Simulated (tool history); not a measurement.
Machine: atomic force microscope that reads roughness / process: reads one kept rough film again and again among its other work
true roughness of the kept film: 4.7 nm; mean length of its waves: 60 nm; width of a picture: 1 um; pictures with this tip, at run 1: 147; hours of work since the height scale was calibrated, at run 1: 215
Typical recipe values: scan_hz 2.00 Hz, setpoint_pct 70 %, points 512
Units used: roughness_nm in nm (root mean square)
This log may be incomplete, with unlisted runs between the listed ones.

run	day	scan_hz	setpoint_pct	points	pictures with this tip	hours of work since the height scale was calibrated	roughness_nm
1	0.000	2.00	70	512	147	215	3.950
2	0.483	2.00	70	512	176	225	3.931
3	0.971	2.00	70	512	204	234	3.922
4	1.417	2.00	70	512	231	242	3.897
5	1.912	2.00	70	512	260	251	3.886
6	2.154	2.00	70	512	274	256	3.816
7	2.525	2.00	70	512	296	263	3.808
8	2.829	2.00	70	512	314	268	3.815
9	3.358	2.00	70	512	345	278	3.773
10	3.667	2.00	70	271	363	284	3.768
# day 4.125: new tip fitted
11	4.158	2.00	70	271	2	293	4.152
12	4.546	2.00	70	512	25	300	4.106
13	4.829	2.00	70	512	41	305	4.078
14	5.058	2.00	70	390	55	310	4.084
15	5.446	2.00	70	390	78	317	4.050
16	5.871	2.00	70	390	103	325	4.029
17	6.092	2.00	70	390	116	329	3.980
18	6.612	2.00	74	390	147	339	3.905
19	7.096	2.00	74	390	175	348	3.877
20	7.383	2.00	74	390	192	353	3.846
21	7.800	2.00	70	512	216	361	3.902
22	8.200	2.00	70	512	240	369	3.876
23	8.538	2.00	70	512	260	375	3.855
24	9.083	3.08	70	436	292	385	3.650
25	9.554	3.75	64	333	320	394	3.708
26	10.004	3.75	64	333	346	402	3.668
27	10.496	3.75	64	333	375	412	3.642
# day 10.746: new tip fitted
28	10.883	0.96	63	257	8	418	4.359
29	11.129	3.05	70	448	22	423	3.952
30	11.388	3.05	70	448	38	428	3.968
31	11.896	2.90	58	733	68	437	4.179
32	12.138	2.90	58	733	82	442	4.203
33	12.488	3.02	66	767	103	449	4.005
34	12.979	3.02	66	767	131	458	3.938
35	13.333	3.02	66	767	152	464	3.925
36	13.775	1.60	89	512	178	473	3.622
37	14.279	1.60	89	512	208	482	3.595
38	14.558	1.60	89	512	224	487	3.580
39	15.092	1.60	89	512	256	497	3.537
40	15.408	1.60	89	269	275	503	3.561
41	15.792	2.40	88	269	297	510	3.295
42	16.133	2.00	70	502	317	517	3.804
43	16.679	2.00	70	502	349	527	3.760
44	16.971	2.00	70	502	367	533	3.758
45	17.312	2.13	73	655	387	539	3.688

Branching from run 45: 3 alternative next runs. What would each branch give?
# day 17.379: new tip fitted
A	17.862	1.80	62	613	29	549	?
# day 17.379: new tip fitted
B	17.862	0.80	73	655	29	549	?
# day 17.379: new tip fitted
C	17.862	2.00	89	512	29	549	?

run	roughness_nm
A	4.285
B	4.304
C	3.646
The same runs, with their run-to-run variation unchanged, on a tool lacking any hidden condition would have given:
run	roughness_nm
A	4.344
B	4.364
C	3.696
